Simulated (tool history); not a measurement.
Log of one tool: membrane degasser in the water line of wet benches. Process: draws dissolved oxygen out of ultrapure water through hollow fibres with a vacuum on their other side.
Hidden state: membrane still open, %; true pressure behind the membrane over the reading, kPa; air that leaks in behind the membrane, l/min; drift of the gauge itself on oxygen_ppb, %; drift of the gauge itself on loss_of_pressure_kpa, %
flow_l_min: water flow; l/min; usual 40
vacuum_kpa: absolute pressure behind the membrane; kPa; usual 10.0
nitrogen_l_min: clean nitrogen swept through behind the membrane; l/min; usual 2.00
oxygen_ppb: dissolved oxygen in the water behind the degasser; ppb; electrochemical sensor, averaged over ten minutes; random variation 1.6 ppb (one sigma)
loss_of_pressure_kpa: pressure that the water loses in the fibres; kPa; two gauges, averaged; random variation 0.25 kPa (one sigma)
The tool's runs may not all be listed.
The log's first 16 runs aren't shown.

run,day,flow_l_min,vacuum_kpa,nitrogen_l_min,hours since the membrane was changed,hours since the vacuum gauge was calibrated,hours since the vacuum lines were made tight,oxygen_ppb,loss_of_pressure_kpa
17,47.325,48,10.0,3.48,2177,2705,4645,229.1,82.95
18,50.158,35,8.1,1.75,2245,2773,4713,225.5,60.40
19,53.142,35,8.1,1.75,2317,2844,4784,224.9,60.55
20,55.600,30,20.8,4.00,2376,2903,4843,312.1,51.76
21,57.188,25,7.1,2.00,2414,2941,4881,119.4,42.71
22,59.517,48,12.6,3.68,2470,2997,4937,294.7,82.88
23,62.596,46,9.2,2.00,2544,3071,5011,313.4,79.61
24,64.700,50,17.0,0.92,2594,3122,5062,1254.4,86.32
25,66.742,40,8.5,2.00,2643,3171,5110,245.5,69.25
26,69.750,40,10.8,1.29,2716,3243,5183,488.6,69.02
27,72.296,33,10.0,4.02,2777,3304,5244,139.9,56.62
28,74.079,42,6.6,2.00,2820,3347,5287,172.9,72.63
29,76.325,42,6.6,2.00,2873,3401,5340,172.2,72.40
30,78.425,53,15.4,2.59,2924,3451,5391,547.2,91.71
31,81.042,44,17.3,4.52,2987,3514,5454,329.0,76.29
32,84.688,40,6.2,2.86,3074,3601,5541,108.8,69.07

Forecast each of these 3 alternatives for the next run:
A,87.079,40,10.0,5.71,3132,3659,5599,?,?
B,87.079,37,9.8,0.97,3132,3659,5599,?,?
C,87.079,40,10.0,2.34,3132,3659,5599,?,?

run,oxygen_ppb,loss_of_pressure_kpa
A,123.0,69.36
B,508.6,63.59
C,269.6,69.40
Without the tool's hidden state the same runs would have given:
run,oxygen_ppb,loss_of_pressure_kpa
A,116.6,68.60
B,488.7,62.89
C,257.2,68.64
